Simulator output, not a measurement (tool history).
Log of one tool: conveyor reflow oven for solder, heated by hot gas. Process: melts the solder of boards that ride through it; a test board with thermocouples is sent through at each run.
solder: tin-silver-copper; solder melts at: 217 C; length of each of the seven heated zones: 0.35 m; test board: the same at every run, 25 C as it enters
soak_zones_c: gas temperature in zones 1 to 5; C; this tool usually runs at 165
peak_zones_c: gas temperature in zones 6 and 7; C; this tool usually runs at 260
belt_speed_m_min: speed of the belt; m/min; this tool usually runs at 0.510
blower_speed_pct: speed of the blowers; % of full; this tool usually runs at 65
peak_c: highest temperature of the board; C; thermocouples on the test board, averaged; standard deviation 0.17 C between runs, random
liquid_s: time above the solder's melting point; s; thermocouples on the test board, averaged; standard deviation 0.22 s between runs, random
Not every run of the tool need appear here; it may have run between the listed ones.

run,day,soak_zones_c,peak_zones_c,belt_speed_m_min,blower_speed_pct,peak_c,liquid_s
1,0.000,165,260,0.510,65,240.2,45.6
2,1.542,165,260,0.510,65,244.7,52.0
3,3.038,165,260,0.510,65,244.7,52.0
4,4.008,165,260,0.510,65,244.4,52.4
5,5.188,165,260,0.510,65,244.2,51.8
6,6.067,165,260,0.510,82,248.2,56.4
7,7.708,170,260,0.510,65,244.9,54.1
8,8.808,165,260,0.510,58,242.3,48.9
9,9.488,165,260,0.510,58,242.4,48.8
10,10.238,151,260,0.510,65,241.8,44.6
11,11.671,161,260,0.510,65,243.4,49.3
12,12.417,165,260,0.510,65,243.7,51.0
13,13.383,165,260,0.510,65,243.5,50.6
14,14.279,165,260,0.510,65,244.0,51.2
15,15.075,165,260,0.510,65,243.6,50.9
16,16.054,172,260,0.510,65,245.6,55.0
17,17.371,179,260,0.596,65,241.7,44.1
18,18.350,179,260,0.596,65,241.2,44.2
19,19.262,179,260,0.596,65,241.0,43.7
20,20.217,165,269,0.412,65,257.9,79.9
21,21.100,165,269,0.412,65,258.1,80.1
22,21.908,165,269,0.412,65,257.8,79.7
23,23.325,165,269,0.561,72,248.4,49.1
24,24.412,165,267,0.510,79,251.3,57.6
25,25.521,165,252,0.577,65,231.4,28.8
26,26.979,166,268,0.510,65,249.1,54.9
27,28.571,166,268,0.510,65,249.6,55.5
28,29.450,166,268,0.510,65,249.4,54.6
29,30.767,165,260,0.510,54,239.2,43.6
30,32.075,165,260,0.510,54,239.2,43.6
31,32.800,165,260,0.510,54,239.0,43.7

Not shown: 3 entries that the log had between the listed runs. Between which runs, and how does the tool's hidden state differ before and after?
Between runs 1 and 2: flux residue cleaned out of gas plates and filters (day 1.308)
  heat that the gas passes to the board, % of a clean oven's: 82.6 -> 99.5; belt's true speed, % of the reading: 99.55 -> 99.53; true gas temperature in zones 6 and 7 over the reading, C: 1.09 -> 1.12
  measured result minus the result with no hidden state, peak_c: -3.6 -> +1.0 C; liquid_s: -5.4 -> +1.2 s
Between runs 13 and 14: belt drive overhauled, speed set with a stopwatch (day 13.700)
  heat that the gas passes to the board, % of a clean oven's: 94.4 -> 94.1; belt's true speed, % of the reading: 99.37 -> 99.09; true gas temperature in zones 6 and 7 over the reading, C: 1.42 -> 1.43
  measured result minus the result with no hidden state, peak_c: +0.1 -> +0.1 C; liquid_s: -0.1 -> +0.0 s
Between runs 22 and 23: belt drive overhauled, speed set with a stopwatch, once more (day 23.175)
  heat that the gas passes to the board, % of a clean oven's: 90.9 -> 90.4; belt's true speed, % of the reading: 98.99 -> 100.07; true gas temperature in zones 6 and 7 over the reading, C: 1.63 -> 1.66
  measured result minus the result with no hidden state, peak_c: +0.0 -> -1.6 C; liquid_s: +0.2 -> -2.0 s
